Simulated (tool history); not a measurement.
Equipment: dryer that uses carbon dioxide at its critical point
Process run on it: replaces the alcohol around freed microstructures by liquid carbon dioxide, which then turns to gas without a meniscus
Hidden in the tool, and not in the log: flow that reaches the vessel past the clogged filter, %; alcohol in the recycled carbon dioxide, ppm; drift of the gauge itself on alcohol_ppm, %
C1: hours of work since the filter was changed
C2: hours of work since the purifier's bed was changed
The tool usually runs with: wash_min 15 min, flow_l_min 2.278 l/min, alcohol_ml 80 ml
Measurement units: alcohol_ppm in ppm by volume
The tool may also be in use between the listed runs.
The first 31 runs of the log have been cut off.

{"run": 32, "hour": 574.6, "wash_min": 15, "flow_l_min": 2.82, "alcohol_ml": 21, "C1": 369, "C2": 754, "alcohol_ppm": 54}
{"run": 33, "hour": 589.1, "wash_min": 9, "flow_l_min": 2.92, "alcohol_ml": 27, "C1": 375, "C2": 761, "alcohol_ppm": 85}
{"run": 34, "hour": 603.0, "wash_min": 12, "flow_l_min": 2.278, "alcohol_ml": 24, "C1": 382, "C2": 767, "alcohol_ppm": 85}
{"run": 35, "hour": 617.6, "wash_min": 12, "flow_l_min": 2.278, "alcohol_ml": 24, "C1": 388, "C2": 774, "alcohol_ppm": 82}
{"run": 36, "hour": 641.5, "wash_min": 14, "flow_l_min": 2.29, "alcohol_ml": 61, "C1": 399, "C2": 785, "alcohol_ppm": 88}
{"run": 37, "hour": 660.0, "wash_min": 9, "flow_l_min": 2.13, "alcohol_ml": 79, "C1": 408, "C2": 793, "alcohol_ppm": 606}
{"hour": 675.3, "done": "inlet filter changed"}
{"run": 38, "hour": 682.8, "wash_min": 11, "flow_l_min": 1.92, "alcohol_ml": 23, "C1": 3, "C2": 803, "alcohol_ppm": 133}
{"run": 39, "hour": 704.1, "wash_min": 11, "flow_l_min": 1.92, "alcohol_ml": 23, "C1": 13, "C2": 813, "alcohol_ppm": 135}
{"run": 40, "hour": 725.3, "wash_min": 15, "flow_l_min": 2.278, "alcohol_ml": 57, "C1": 23, "C2": 823, "alcohol_ppm": 72}
{"run": 41, "hour": 739.3, "wash_min": 15, "flow_l_min": 2.278, "alcohol_ml": 57, "C1": 29, "C2": 829, "alcohol_ppm": 60}
{"run": 42, "hour": 754.8, "wash_min": 17, "flow_l_min": 1.47, "alcohol_ml": 80, "C1": 36, "C2": 836, "alcohol_ppm": 185}
{"run": 43, "hour": 778.0, "wash_min": 11, "flow_l_min": 1.58, "alcohol_ml": 93, "C1": 47, "C2": 847, "alcohol_ppm": 799}
{"run": 44, "hour": 803.5, "wash_min": 11, "flow_l_min": 1.58, "alcohol_ml": 93, "C1": 59, "C2": 859, "alcohol_ppm": 801}
{"run": 45, "hour": 827.8, "wash_min": 11, "flow_l_min": 3.45, "alcohol_ml": 36, "C1": 70, "C2": 870, "alcohol_ppm": 62}
{"run": 46, "hour": 855.4, "wash_min": 23, "flow_l_min": 3.26, "alcohol_ml": 24, "C1": 82, "C2": 882, "alcohol_ppm": 56}

Each row is a separate what-if for the run after 46, all from the same tool condition, not one after another. Results?
{"run": "A", "hour": 883.5, "wash_min": 15, "flow_l_min": 2.278, "alcohol_ml": 28, "C1": 95, "C2": 895, "alcohol_ppm": "?"}
{"run": "B", "hour": 883.5, "wash_min": 17, "flow_l_min": 1.51, "alcohol_ml": 30, "C1": 95, "C2": 895, "alcohol_ppm": "?"}
{"run": "C", "hour": 883.5, "wash_min": 23, "flow_l_min": 3.26, "alcohol_ml": 22, "C1": 95, "C2": 895, "alcohol_ppm": "?"}
{"run": "D", "hour": 883.5, "wash_min": 23, "flow_l_min": 2.13, "alcohol_ml": 24, "C1": 95, "C2": 895, "alcohol_ppm": "?"}

run=A alcohol_ppm=60
run=B alcohol_ppm=111
run=C alcohol_ppm=58
run=D alcohol_ppm=54
Stripped of hidden state, with their random variation kept, the same runs would have yielded:
run=A alcohol_ppm=8
run=B alcohol_ppm=55
run=C alcohol_ppm=6
run=D alcohol_ppm=2

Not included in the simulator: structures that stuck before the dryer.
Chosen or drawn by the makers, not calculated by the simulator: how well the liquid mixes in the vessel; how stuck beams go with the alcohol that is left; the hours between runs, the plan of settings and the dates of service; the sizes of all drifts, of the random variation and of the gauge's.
